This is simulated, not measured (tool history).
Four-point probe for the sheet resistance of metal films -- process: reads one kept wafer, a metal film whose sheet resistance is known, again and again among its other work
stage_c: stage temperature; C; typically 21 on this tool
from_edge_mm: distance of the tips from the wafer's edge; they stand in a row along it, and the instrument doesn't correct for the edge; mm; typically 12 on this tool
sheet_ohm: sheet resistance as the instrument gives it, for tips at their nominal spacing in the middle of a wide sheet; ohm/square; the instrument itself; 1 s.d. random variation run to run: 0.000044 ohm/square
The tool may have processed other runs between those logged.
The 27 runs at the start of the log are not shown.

run,hour,stage_c,from_edge_mm,touches since the probe head was changed,hours of work since the stage's thermometer was calibrated,sheet_ohm
28,1296.6,19,26,66760,154,0.220776
29,1346.2,28,41,67777,194,0.221301
30,1404.4,20,49,68967,240,0.220766
31,1459.6,33,3,70097,285,0.226776
32,1493.8,33,3,70798,312,0.226742
33,1555.3,33,3,72056,361,0.226658
34,1612.6,23,67,73229,407,0.220910
35,1662.0,23,67,74240,446,0.220750
36,1729.5,26,67,75622,500,0.220920
37,1766.8,18,15,76386,530,0.220747
38,1803.2,18,15,77130,559,0.220623
39,1846.1,20,15,78009,593,0.220893
40,1876.2,20,15,78626,617,0.220796
41,1940.4,20,18,79940,669,0.220688
42,1992.5,25,11,81007,710,0.221263
43,2040.4,25,20,81986,748,0.220870
44,2084.7,24,15,82894,784,0.220898

Below are 5 alternative next runs, each starting from the tool's condition after run 44. Predict each:
A,2150.6,24,67,84242,836,?
B,2150.6,22,31,84242,836,?
C,2150.6,20,43,84242,836,?
D,2150.6,21,6,84242,836,?
E,2150.6,31,14,84242,836,?

run,sheet_ohm
A,0.220723
B,0.220550
C,0.220453
D,0.221769
E,0.221340
With no hidden state in the tool, these same runs would have given:
run,sheet_ohm
A,0.221297
B,0.221124
C,0.221029
D,0.222347
E,0.221911
